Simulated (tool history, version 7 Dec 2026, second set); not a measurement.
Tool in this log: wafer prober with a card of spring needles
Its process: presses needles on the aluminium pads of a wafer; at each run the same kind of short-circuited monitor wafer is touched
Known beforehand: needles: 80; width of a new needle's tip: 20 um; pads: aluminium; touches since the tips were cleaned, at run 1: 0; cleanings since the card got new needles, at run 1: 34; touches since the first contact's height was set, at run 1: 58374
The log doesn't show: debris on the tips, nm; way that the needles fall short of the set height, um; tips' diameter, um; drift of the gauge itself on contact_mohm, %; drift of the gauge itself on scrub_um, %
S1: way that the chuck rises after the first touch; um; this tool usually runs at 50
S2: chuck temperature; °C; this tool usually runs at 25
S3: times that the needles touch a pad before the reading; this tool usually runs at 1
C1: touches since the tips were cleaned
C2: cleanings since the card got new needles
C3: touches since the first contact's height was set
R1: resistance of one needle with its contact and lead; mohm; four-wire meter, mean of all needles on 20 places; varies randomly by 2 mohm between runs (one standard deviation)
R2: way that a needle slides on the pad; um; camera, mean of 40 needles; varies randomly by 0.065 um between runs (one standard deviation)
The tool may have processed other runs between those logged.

run 1 hour=0 | S1=50 S2=25 S3=1 | C1=0 C2=34 C3=58374 | R1=231 R2=10.3
-- hour=23.8 tips cleaned on abrasive film
-- hour=48.4 tips cleaned on abrasive film
run 2 hour=48.4 | S1=50 S2=25 S3=1 | C1=0 C2=36 C3=73818 | R1=235 R2=10.1
-- hour=74.4 tips cleaned on abrasive film
run 3 hour=78.5 | S1=50 S2=80 S3=1 | C1=1292 C2=37 C3=83418 | R1=315 R2=10.14
-- hour=102 tips cleaned on abrasive film
run 4 hour=108.6 | S1=50 S2=80 S3=1 | C1=2117 C2=38 C3=93033 | R1=343 R2=10.09
-- hour=126.8 tips cleaned on abrasive film
-- hour=151.5 tips cleaned on abrasive film
run 5 hour=162.9 | S1=50 S2=25 S3=1 | C1=3681 C2=40 C3=110379 | R1=378 R2=10.11
-- hour=174.8 tips cleaned on abrasive film
-- hour=202.6 tips cleaned on abrasive film
-- hour=226.5 tips cleaned on abrasive film
run 6 hour=232.2 | S1=50 S2=25 S3=1 | C1=1812 C2=43 C3=132456 | R1=328 R2=10.18
-- hour=242.3 tips cleaned on abrasive film, once more
-- hour=265.9 tips cleaned on abrasive film
-- hour=290.5 tips cleaned on abrasive film
run 7 hour=296.5 | S1=50 S2=25 S3=1 | C1=1907 C2=46 C3=152968 | R1=321 R2=9.97
-- hour=314.1 tips cleaned on abrasive film
-- hour=339.8 tips cleaned on abrasive film
run 8 hour=348.8 | S1=49 S2=27 S3=2 | C1=2883 C2=48 C3=169672 | R1=306 R2=9.7
-- hour=363.6 tips cleaned on abrasive film
-- hour=388 tips cleaned on abrasive film
run 9 hour=400.1 | S1=50 S2=28 S3=3 | C1=3902 C2=50 C3=186043 | R1=292 R2=9.86
-- hour=416.1 tips cleaned on abrasive film
run 10 hour=435.3 | S1=50 S2=28 S3=3 | C1=6123 C2=51 C3=197259 | R1=308 R2=9.78
-- hour=440.4 tips cleaned on abrasive film
-- hour=464.1 tips cleaned on abrasive film
run 11 hour=484 | S1=50 S2=28 S3=3 | C1=6395 C2=53 C3=212823 | R1=308 R2=9.78
-- hour=489.8 tips cleaned on abrasive film
-- hour=512.4 tips cleaned on abrasive film
-- hour=539.8 tips cleaned on abrasive film
run 12 hour=547.5 | S1=50 S2=56 S3=1 | C1=2468 C2=56 C3=233071 | R1=350 R2=9.71
-- hour=556.4 height of the first contact set anew
-- hour=564.4 tips cleaned on abrasive film
-- hour=588.2 tips cleaned on abrasive film
run 13 hour=592.8 | S1=57 S2=29 S3=1 | C1=1483 C2=58 C3=11600 | R1=286 R2=11.89
-- hour=613 tips cleaned on abrasive film
run 14 hour=630.7 | S1=41 S2=30 S3=2 | C1=5688 C2=59 C3=23717 | R1=394 R2=8.5

Take each entry between the runs: how does the hidden state at the last listed run before it differ from the hidden state at the first listed run after it?
After run 1, before run 2: tips cleaned on abrasive film (hour 23.8); tips cleaned on abrasive film (hour 48.4)
  debris on the tips, nm: 10 -> 13.5; way that the needles fall short of the set height, um: 0.9 -> 1.55; tips' diameter, um: 21.43 -> 21.85
  what was measured, less what the result would be without the hidden state, R1: +13 -> +18 mohm; R2: -0.19 -> -0.32 um
After run 2, before run 3: tips cleaned on abrasive film (hour 74.4)
  debris on the tips, nm: 13.5 -> 66.7; way that the needles fall short of the set height, um: 1.55 -> 1.67; tips' diameter, um: 21.85 -> 21.89
  what was measured, less what the result would be without the hidden state, R1: +18 -> +79 mohm; R2: -0.32 -> -0.35 um
After run 3, before run 4: tips cleaned on abrasive film (hour 102)
  debris on the tips, nm: 66.7 -> 90.5; way that the needles fall short of the set height, um: 1.67 -> 1.8; tips' diameter, um: 21.89 -> 21.94
  what was measured, less what the result would be without the hidden state, R1: +79 -> +106 mohm; R2: -0.35 -> -0.38 um
After run 4, before run 5: tips cleaned on abrasive film (hour 126.8); tips cleaned on abrasive film (hour 151.5)
  debris on the tips, nm: 90.5 -> 122.1; way that the needles fall short of the set height, um: 1.8 -> 1.98; tips' diameter, um: 21.94 -> 22
  what was measured, less what the result would be without the hidden state, R1: +106 -> +157 mohm; R2: -0.38 -> -0.41 um
After run 5, before run 6: tips cleaned on abrasive film (hour 174.8); tips cleaned on abrasive film (hour 202.6); tips cleaned on abrasive film (hour 226.5)
  debris on the tips, nm: 122.1 -> 83; way that the needles fall short of the set height, um: 1.98 -> 2.25; tips' diameter, um: 22 -> 22.1
  what was measured, less what the result would be without the hidden state, R1: +157 -> +108 mohm; R2: -0.41 -> -0.48 um
After run 6, before run 7: tips cleaned on abrasive film, once more (hour 242.3); tips cleaned on abrasive film (hour 265.9); tips cleaned on abrasive film (hour 290.5)
  debris on the tips, nm: 83 -> 78; way that the needles fall short of the set height, um: 2.25 -> 2.68; tips' diameter, um: 22.1 -> 22.25
  what was measured, less what the result would be without the hidden state, R1: +108 -> +104 mohm; R2: -0.48 -> -0.56 um
After run 7, before run 8: tips cleaned on abrasive film (hour 314.1); tips cleaned on abrasive film (hour 339.8)
  debris on the tips, nm: 78 -> 104.9; way that the needles fall short of the set height, um: 2.68 -> 2.93; tips' diameter, um: 22.25 -> 22.33
  what was measured, less what the result would be without the hidden state, R1: +104 -> +89 mohm; R2: -0.56 -> -0.62 um
After run 8, before run 9: tips cleaned on abrasive film (hour 363.6); tips cleaned on abrasive film (hour 388)
  debris on the tips, nm: 104.9 -> 137; way that the needles fall short of the set height, um: 2.93 -> 3.16; tips' diameter, um: 22.33 -> 22.42
  what was measured, less what the result would be without the hidden state, R1: +89 -> +70 mohm; R2: -0.62 -> -0.66 um
After run 9, before run 10: tips cleaned on abrasive film (hour 416.1)
  debris on the tips, nm: 137 -> 167.1; way that the needles fall short of the set height, um: 3.16 -> 3.26; tips' diameter, um: 22.42 -> 22.45
  what was measured, less what the result would be without the hidden state, R1: +70 -> +86 mohm; R2: -0.66 -> -0.68 um
After run 10, before run 11: tips cleaned on abrasive film (hour 440.4); tips cleaned on abrasive film (hour 464.1)
  debris on the tips, nm: 167.1 -> 167; way that the needles fall short of the set height, um: 3.26 -> 3.5; tips' diameter, um: 22.45 -> 22.53
  what was measured, less what the result would be without the hidden state, R1: +86 -> +87 mohm; R2: -0.68 -> -0.73 um
After run 11, before run 12: tips cleaned on abrasive film (hour 489.8); tips cleaned on abrasive film (hour 512.4); tips cleaned on abrasive film (hour 539.8)
  debris on the tips, nm: 167 -> 86.4; way that the needles fall short of the set height, um: 3.5 -> 3.82; tips' diameter, um: 22.53 -> 22.65
  what was measured, less what the result would be without the hidden state, R1: +87 -> +121 mohm; R2: -0.73 -> -0.8 um
After run 12, before run 13: height of the first contact set anew (hour 556.4); tips cleaned on abrasive film (hour 564.4); tips cleaned on abrasive film (hour 588.2)
  debris on the tips, nm: 86.4 -> 68.5; way that the needles fall short of the set height, um: 3.82 -> 0.23; tips' diameter, um: 22.65 -> 22.73
  what was measured, less what the result would be without the hidden state, R1: +121 -> +68 mohm; R2: -0.8 -> -0.05 um
After run 13, before run 14: tips cleaned on abrasive film (hour 613)
  debris on the tips, nm: 68.5 -> 158; way that the needles fall short of the set height, um: 0.23 -> 0.37; tips' diameter, um: 22.73 -> 22.77
  what was measured, less what the result would be without the hidden state, R1: +68 -> +171 mohm; R2: -0.05 -> -0.07 um
